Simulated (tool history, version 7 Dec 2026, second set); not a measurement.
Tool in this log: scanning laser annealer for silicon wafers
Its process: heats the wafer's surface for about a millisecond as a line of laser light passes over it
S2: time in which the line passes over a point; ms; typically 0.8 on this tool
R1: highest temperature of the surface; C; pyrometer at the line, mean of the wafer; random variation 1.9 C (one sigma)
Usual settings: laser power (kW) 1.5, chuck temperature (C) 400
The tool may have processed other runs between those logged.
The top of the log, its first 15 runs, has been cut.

Run 16, hour 257: usual settings but S2 0.828 ms. Result: R1 1154 C.
Run 17, hour 270.5: usual settings but chuck temperature (C) 370. Result: R1 1110 C.
Run 18, hour 291.5: usual settings but chuck temperature (C) 414. Result: R1 1155 C.
Run 19, hour 313.4: usual settings but chuck temperature (C) 414. Result: R1 1156 C.
Run 20, hour 323.6: usual settings but laser power (kW) 1.545, chuck temperature (C) 419. Result: R1 1182 C.
Run 21, hour 345.9: usual settings but laser power (kW) 1.443, chuck temperature (C) 404. Result: R1 1110 C.
Run 22, hour 357.5: usual settings but S2 0.623 ms, chuck temperature (C) 414. Result: R1 1068 C.
Run 23, hour 369: usual settings but laser power (kW) 1.492. Result: R1 1138 C.
Run 24, hour 386.1: usual settings but laser power (kW) 1.277, S2 0.9 ms, chuck temperature (C) 438. Result: R1 1079 C.
Run 25, hour 402.5: usual settings but S2 0.849 ms, chuck temperature (C) 380. Result: R1 1138 C.
Run 26, hour 423.5: usual settings but laser power (kW) 1.416, S2 0.848 ms, chuck temperature (C) 372. Result: R1 1080 C.
Run 27, hour 436: usual settings but laser power (kW) 1.608, S2 0.912 ms, chuck temperature (C) 415. Result: R1 1266 C.
Run 28, hour 445.6: usual settings but laser power (kW) 1.518, S2 0.7 ms, chuck temperature (C) 393. Result: R1 1094 C.
Run 29, hour 457.7: usual settings but laser power (kW) 1.459, S2 0.928 ms, chuck temperature (C) 418. Result: R1 1182 C.
Run 30, hour 480.3: usual settings but laser power (kW) 1.565, S2 0.72 ms, chuck temperature (C) 418. Result: R1 1155 C.
Run 31, hour 490.9: usual settings but laser power (kW) 1.515, S2 0.85 ms, chuck temperature (C) 396. Result: R1 1162 C.
Run 32, hour 505.7: usual settings but laser power (kW) 1.515, S2 0.85 ms, chuck temperature (C) 411. Result: R1 1175 C.
Run 33, hour 517.6: usual settings but laser power (kW) 1.437, S2 0.754 ms, chuck temperature (C) 414. Result: R1 1088 C.
Run 34, hour 535.7: usual settings but laser power (kW) 1.64, S2 0.754 ms, chuck temperature (C) 414. Result: R1 1211 C.
Run 35, hour 545.6: usual settings but laser power (kW) 1.4, chuck temperature (C) 391. Result: R1 1064 C.
Run 36, hour 562: usual settings but laser power (kW) 1.571, S2 0.778 ms. Result: R1 1168 C.

What if the next run were any one of these 3? Each begins from the tool's condition after run 36:
Run A, hour 578.3: usual settings but laser power (kW) 1.571, S2 0.948 ms. Result: R1 ?.
Run B, hour 578.3: usual settings but laser power (kW) 1.551, chuck temperature (C) 403. Result: R1 ?.
Run C, hour 578.3: usual settings but S2 0.687 ms. Result: R1 ?.

run    R1
  A  1242
  B  1166
  C  1082
Had the tool no hidden state, the same runs would have come out as:
run    R1
  A  1273
  B  1194
  C  1106
